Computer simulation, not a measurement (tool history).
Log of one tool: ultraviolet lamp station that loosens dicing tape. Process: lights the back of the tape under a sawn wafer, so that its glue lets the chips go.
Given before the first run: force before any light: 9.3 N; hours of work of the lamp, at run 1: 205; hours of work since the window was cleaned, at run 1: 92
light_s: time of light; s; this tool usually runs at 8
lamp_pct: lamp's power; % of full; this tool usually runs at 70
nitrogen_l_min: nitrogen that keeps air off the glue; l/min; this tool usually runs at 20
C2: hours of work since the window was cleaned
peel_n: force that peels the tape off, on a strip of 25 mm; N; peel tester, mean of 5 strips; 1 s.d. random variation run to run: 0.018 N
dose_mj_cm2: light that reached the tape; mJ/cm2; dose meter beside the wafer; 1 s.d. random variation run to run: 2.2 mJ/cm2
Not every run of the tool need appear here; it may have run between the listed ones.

Run 1, hour 0: usual settings; hours of work of the lamp 205; C2 92. Result: peel_n 0.992 N, dose_mj_cm2 191 mJ/cm2.
Run 2, hour 25.8: usual settings; hours of work of the lamp 217; C2 104. Result: peel_n 1.029 N, dose_mj_cm2 190 mJ/cm2.
Run 3, hour 48.7: usual settings; hours of work of the lamp 227; C2 115. Result: peel_n 0.991 N, dose_mj_cm2 195 mJ/cm2.
Run 4, hour 71.5: usual settings but nitrogen_l_min 7 l/min; hours of work of the lamp 238; C2 125. Result: peel_n 2.192 N, dose_mj_cm2 192 mJ/cm2.
Run 5, hour 98.2: usual settings but lamp_pct 67 % of full; hours of work of the lamp 250; C2 137. Result: peel_n 1.107 N, dose_mj_cm2 180 mJ/cm2.
Run 6, hour 122.6: usual settings but lamp_pct 67 % of full; hours of work of the lamp 261; C2 148. Result: peel_n 1.128 N, dose_mj_cm2 181 mJ/cm2.
Run 7, hour 155: usual settings but lamp_pct 67 % of full; hours of work of the lamp 276; C2 163. Result: peel_n 1.19 N, dose_mj_cm2 181 mJ/cm2.
Run 8, hour 173.6: usual settings; hours of work of the lamp 284; C2 171. Result: peel_n 1.046 N, dose_mj_cm2 190 mJ/cm2.
Run 9, hour 194.3: usual settings; hours of work of the lamp 294; C2 181. Result: peel_n 1.066 N, dose_mj_cm2 184 mJ/cm2.
Run 10, hour 225.8: usual settings but nitrogen_l_min 32 l/min; hours of work of the lamp 308; C2 195. Result: peel_n 0.724 N, dose_mj_cm2 182 mJ/cm2.
Run 11, hour 254.3: usual settings but nitrogen_l_min 32 l/min; hours of work of the lamp 321; C2 208. Result: peel_n 0.751 N, dose_mj_cm2 188 mJ/cm2.
Run 12, hour 274.8: usual settings but nitrogen_l_min 32 l/min; hours of work of the lamp 330; C2 217. Result: peel_n 0.736 N, dose_mj_cm2 183 mJ/cm2.
Run 13, hour 300: usual settings but light_s 4 s, nitrogen_l_min 32 l/min; hours of work of the lamp 342; C2 229. Result: peel_n 2.581 N, dose_mj_cm2 94 mJ/cm2.
Run 14, hour 321.4: usual settings but light_s 4 s, nitrogen_l_min 32 l/min; hours of work of the lamp 352; C2 239. Result: peel_n 2.472 N, dose_mj_cm2 92 mJ/cm2.
Run 15, hour 349.8: usual settings but light_s 4 s, nitrogen_l_min 32 l/min; hours of work of the lamp 364; C2 252. Result: peel_n 2.592 N, dose_mj_cm2 90 mJ/cm2.
Run 16, hour 374.6: usual settings but light_s 4 s, nitrogen_l_min 32 l/min; hours of work of the lamp 376; C2 263. Result: peel_n 2.634 N, dose_mj_cm2 90 mJ/cm2.
Run 17, hour 401.6: usual settings but light_s 4 s, nitrogen_l_min 32 l/min; hours of work of the lamp 388; C2 275. Result: peel_n 2.589 N, dose_mj_cm2 88 mJ/cm2.
Run 18, hour 425.5: usual settings but light_s 4 s, nitrogen_l_min 32 l/min; hours of work of the lamp 399; C2 286. Result: peel_n 2.603 N, dose_mj_cm2 89 mJ/cm2.
Run 19, hour 453.8: usual settings but light_s 13 s; hours of work of the lamp 412; C2 299. Result: peel_n 0.376 N, dose_mj_cm2 287 mJ/cm2.
Run 20, hour 487.1: usual settings but nitrogen_l_min 28 l/min; hours of work of the lamp 427; C2 314. Result: peel_n 0.857 N, dose_mj_cm2 178 mJ/cm2.
Run 21, hour 510.9: usual settings but nitrogen_l_min 28 l/min; hours of work of the lamp 438; C2 325. Result: peel_n 0.924 N, dose_mj_cm2 174 mJ/cm2.
At hour 512.8: window cleaned of glue's vapour.
Run 22, hour 531.3: usual settings but nitrogen_l_min 28 l/min; hours of work of the lamp 447; C2 8. Result: peel_n 0.955 N, dose_mj_cm2 167 mJ/cm2.
Run 23, hour 545.5: usual settings but light_s 9 s, lamp_pct 65 % of full, nitrogen_l_min 21 l/min; hours of work of the lamp 453; C2 15. Result: peel_n 1.177 N, dose_mj_cm2 174 mJ/cm2.
Run 24, hour 574.4: usual settings but lamp_pct 65 % of full; hours of work of the lamp 466; C2 28. Result: peel_n 1.462 N, dose_mj_cm2 158 mJ/cm2.
At hour 606.7: window cleaned of glue's vapour, once more.
Run 25, hour 607.6: usual settings but light_s 4 s, nitrogen_l_min 35 l/min; hours of work of the lamp 481; C2 0. Result: peel_n 2.334 N, dose_mj_cm2 95 mJ/cm2.
Run 26, hour 625.5: usual settings but light_s 4 s, nitrogen_l_min 35 l/min; hours of work of the lamp 490; C2 9. Result: peel_n 2.282 N, dose_mj_cm2 95 mJ/cm2.
Run 27, hour 643.3: usual settings but light_s 12 s, nitrogen_l_min 34 l/min; hours of work of the lamp 498; C2 17. Result: peel_n 0.235 N, dose_mj_cm2 278 mJ/cm2.
Run 28, hour 667.3: usual settings but light_s 12 s, nitrogen_l_min 34 l/min; hours of work of the lamp 509; C2 28. Result: peel_n 0.248 N, dose_mj_cm2 278 mJ/cm2.
Run 29, hour 693.9: usual settings but lamp_pct 84 % of full; hours of work of the lamp 521; C2 40. Result: peel_n 0.748 N, dose_mj_cm2 218 mJ/cm2.
Run 30, hour 715.4: usual settings but lamp_pct 84 % of full, nitrogen_l_min 8 l/min; hours of work of the lamp 530; C2 50. Result: peel_n 1.59 N, dose_mj_cm2 224 mJ/cm2.
Run 31, hour 729.1: usual settings but lamp_pct 84 % of full, nitrogen_l_min 8 l/min; hours of work of the lamp 537; C2 56. Result: peel_n 1.655 N, dose_mj_cm2 222 mJ/cm2.
Run 32, hour 754.6: usual settings but lamp_pct 84 % of full, nitrogen_l_min 8 l/min; hours of work of the lamp 548; C2 67. Result: peel_n 1.597 N, dose_mj_cm2 219 mJ/cm2.
Run 33, hour 771.7: usual settings but lamp_pct 84 % of full, nitrogen_l_min 8 l/min; hours of work of the lamp 556; C2 75. Result: peel_n 1.645 N, dose_mj_cm2 220 mJ/cm2.
Run 34, hour 799.4: usual settings but lamp_pct 84 % of full, nitrogen_l_min 8 l/min; hours of work of the lamp 569; C2 88. Result: peel_n 1.727 N, dose_mj_cm2 217 mJ/cm2.
Run 35, hour 829: usual settings but light_s 6 s, lamp_pct 94 % of full, nitrogen_l_min 11 l/min; hours of work of the lamp 582; C2 101. Result: peel_n 1.734 N, dose_mj_cm2 183 mJ/cm2.
Run 36, hour 854: usual settings but light_s 5 s, lamp_pct 60 % of full; hours of work of the lamp 594; C2 113. Result: peel_n 2.854 N, dose_mj_cm2 94 mJ/cm2.
Run 37, hour 868.7: usual settings but lamp_pct 69 % of full; hours of work of the lamp 600; C2 119. Result: peel_n 1.196 N, dose_mj_cm2 173 mJ/cm2.
Run 38, hour 895.6: usual settings but lamp_pct 92 % of full; hours of work of the lamp 613; C2 132. Result: peel_n 0.635 N, dose_mj_cm2 238 mJ/cm2.
Run 39, hour 911.1: usual settings but lamp_pct 78 % of full, nitrogen_l_min 30 l/min; hours of work of the lamp 620; C2 139. Result: peel_n 0.662 N, dose_mj_cm2 199 mJ/cm2.
Run 40, hour 940.3: usual settings but lamp_pct 68 % of full, nitrogen_l_min 14 l/min; hours of work of the lamp 633; C2 152. Result: peel_n 1.629 N, dose_mj_cm2 170 mJ/cm2.
Run 41, hour 970.3: usual settings but lamp_pct 68 % of full, nitrogen_l_min 14 l/min; hours of work of the lamp 647; C2 166. Result: peel_n 1.646 N, dose_mj_cm2 170 mJ/cm2.
Run 42, hour 992: usual settings but lamp_pct 79 % of full; hours of work of the lamp 656; C2 175. Result: peel_n 0.908 N, dose_mj_cm2 197 mJ/cm2.
Run 43, hour 1012.1: usual settings but lamp_pct 87 % of full, nitrogen_l_min 17 l/min; hours of work of the lamp 666; C2 185. Result: peel_n 0.865 N, dose_mj_cm2 220 mJ/cm2.
Run 44, hour 1037.8: usual settings but light_s 5 s, lamp_pct 88 % of full, nitrogen_l_min 10 l/min; hours of work of the lamp 677; C2 196. Result: peel_n 2.728 N, dose_mj_cm2 137 mJ/cm2.

Here are 3 independent what-if runs from the current tool condition. What would each one return?
Run A, hour 1068.1: usual settings but light_s 4 s, lamp_pct 88 % of full, nitrogen_l_min 17 l/min; hours of work of the lamp 691; C2 210. Result: peel_n ?, dose_mj_cm2 ?.
Run B, hour 1068.1: usual settings but light_s 5 s, lamp_pct 81 % of full, nitrogen_l_min 18 l/min; hours of work of the lamp 691; C2 210. Result: peel_n ?, dose_mj_cm2 ?.
Run C, hour 1068.1: usual settings but light_s 13 s, lamp_pct 87 % of full, nitrogen_l_min 7 l/min; hours of work of the lamp 691; C2 210. Result: peel_n ?, dose_mj_cm2 ?.

run  peel_n  dose_mj_cm2
  A   2.764          110
  B   2.234          129
  C   0.743          349
Without the tool's hidden state the same runs would have given:
run  peel_n  dose_mj_cm2
  A   2.226          129
  B   1.738          152
  C   0.494          413

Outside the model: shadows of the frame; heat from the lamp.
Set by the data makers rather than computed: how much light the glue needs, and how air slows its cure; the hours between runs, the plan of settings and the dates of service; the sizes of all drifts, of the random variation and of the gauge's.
